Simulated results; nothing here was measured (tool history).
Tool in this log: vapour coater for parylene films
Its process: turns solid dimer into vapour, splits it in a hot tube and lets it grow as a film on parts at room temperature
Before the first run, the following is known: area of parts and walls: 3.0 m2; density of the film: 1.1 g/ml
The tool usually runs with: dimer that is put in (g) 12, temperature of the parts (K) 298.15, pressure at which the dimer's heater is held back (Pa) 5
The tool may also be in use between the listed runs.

| run | hour | dimer that is put in (g) | temperature of the parts (K) | pressure at which the dimer's heater is held back (Pa) | thickness of the film (µm) |
|---|---|---|---|---|---|
| 1 | 0 | 12 | 298.15 | 5 | 2.04 |
| 2 | 15.1 | 12 | 298.15 | 5 | 2.09 |
| 3 | 31.5 | 12 | 298.15 | 3.33 | 2.29 |
| 4 | 44.1 | 12 | 298.15 | 6.04 | 2.07 |
| 5 | 53 | 12 | 298.15 | 6.04 | 1.99 |
| 6 | 68.3 | 12 | 298.15 | 5 | 2.11 |
| 7 | 82.2 | 12 | 301.15 | 5 | 1.89 |
| 8 | 92.4 | 12 | 301.15 | 2.92 | 2.11 |
| 9 | 108.9 | 12 | 301.15 | 2.92 | 2.17 |
| 10 | 116.8 | 12 | 301.15 | 2.92 | 2.17 |
| 11 | 132.6 | 12 | 301.15 | 2.92 | 2.18 |
| 12 | 141.3 | 12 | 301.15 | 2.92 | 2.12 |
| 13 | 150.6 | 12 | 303.15 | 5 | 1.74 |
| 14 | 159.9 | 6 | 303.15 | 5 | 0.83 |
| 15 | 167.3 | 6 | 303.15 | 5 | 0.86 |
| 16 | 178.4 | 6 | 303.15 | 5 | 0.88 |
| 17 | 186.8 | 6 | 303.15 | 5 | 0.86 |
| 18 | 200.4 | 10 | 298.15 | 5 | 1.68 |
| 19 | 216.3 | 8 | 298.15 | 5 | 1.35 |
| 20 | 229.6 | 8 | 298.15 | 5 | 1.3 |
| 21 | 238.5 | 12 | 298.15 | 4.45 | 2.05 |
| 22 | 256.7 | 12 | 298.15 | 4.45 | 2.05 |
| 23 | 269.5 | 12 | 294.15 | 5 | 2.24 |
| 24 | 283 | 12 | 294.15 | 5 | 2.23 |
| 25 | 297.4 | 5 | 298.15 | 5.3 | 0.83 |
| 26 | 309.4 | 5 | 298.15 | 5.3 | 0.78 |
| 27 | 324.2 | 14 | 290.15 | 5.38 | 2.87 |
| 28 | 339.9 | 14 | 290.15 | 5.38 | 2.84 |
| 29 | 351 | 14 | 290.15 | 5.38 | 3.24 |
| 30 | 365.1 | 14 | 300.15 | 5.38 | 2.42 |
| 31 | 377 | 20 | 293.15 | 4.15 | 4.41 |
| 32 | 387.7 | 6 | 293.15 | 2.1 | 1.59 |
| 33 | 403.8 | 7 | 306.15 | 2.1 | 1.23 |
| 34 | 418.7 | 15 | 301.15 | 2.56 | 2.94 |
| 35 | 426.9 | 15 | 301.15 | 2.56 | 2.91 |
| 36 | 436.8 | 9 | 292.15 | 10.57 | 1.59 |
| 37 | 446.2 | 5 | 302.15 | 2.56 | 0.94 |
| 38 | 458.2 | 10 | 302.15 | 2.56 | 1.91 |
| 39 | 474.6 | 13 | 302.15 | 2.56 | 2.48 |
| 40 | 488.2 | 12 | 295.15 | 6.2 | 2.22 |
| 41 | 499.9 | 12 | 295.15 | 6.2 | 2.27 |
| 42 | 516.6 | 17 | 302.15 | 2.63 | 3.14 |
| 43 | 527.7 | 17 | 302.15 | 2.63 | 3.15 |
| 44 | 537.4 | 15 | 294.15 | 2.63 | 3.53 |
| 45 | 547.3 | 15 | 302.15 | 2.79 | 2.69 |
| 46 | 556.2 | 8 | 298.15 | 9.65 | 1.19 |
| 47 | 572 | 7 | 293.15 | 5 | 1.48 |

Not shown: 2 entries that the log had between the listed runs. Between which runs, and how does the tool's hidden state differ before and after?
After run 21, before run 22: trap's valve overhauled (hour 244.1)
  vapour lost through the trap's worn valve, %: 9.3 -> 10.5; true temperature of the parts over the reading, C: 0.55 -> 0.56
  measured value less the no-hidden-state value, thickness of the film (µm): -0.25 -> -0.28
After run 28, before run 29: trap's valve overhauled, once more (hour 346.7)
  vapour lost through the trap's worn valve, %: 11.8 -> 0.3
  measured value less the no-hidden-state value, thickness of the film (µm): -0.44 -> -0.07

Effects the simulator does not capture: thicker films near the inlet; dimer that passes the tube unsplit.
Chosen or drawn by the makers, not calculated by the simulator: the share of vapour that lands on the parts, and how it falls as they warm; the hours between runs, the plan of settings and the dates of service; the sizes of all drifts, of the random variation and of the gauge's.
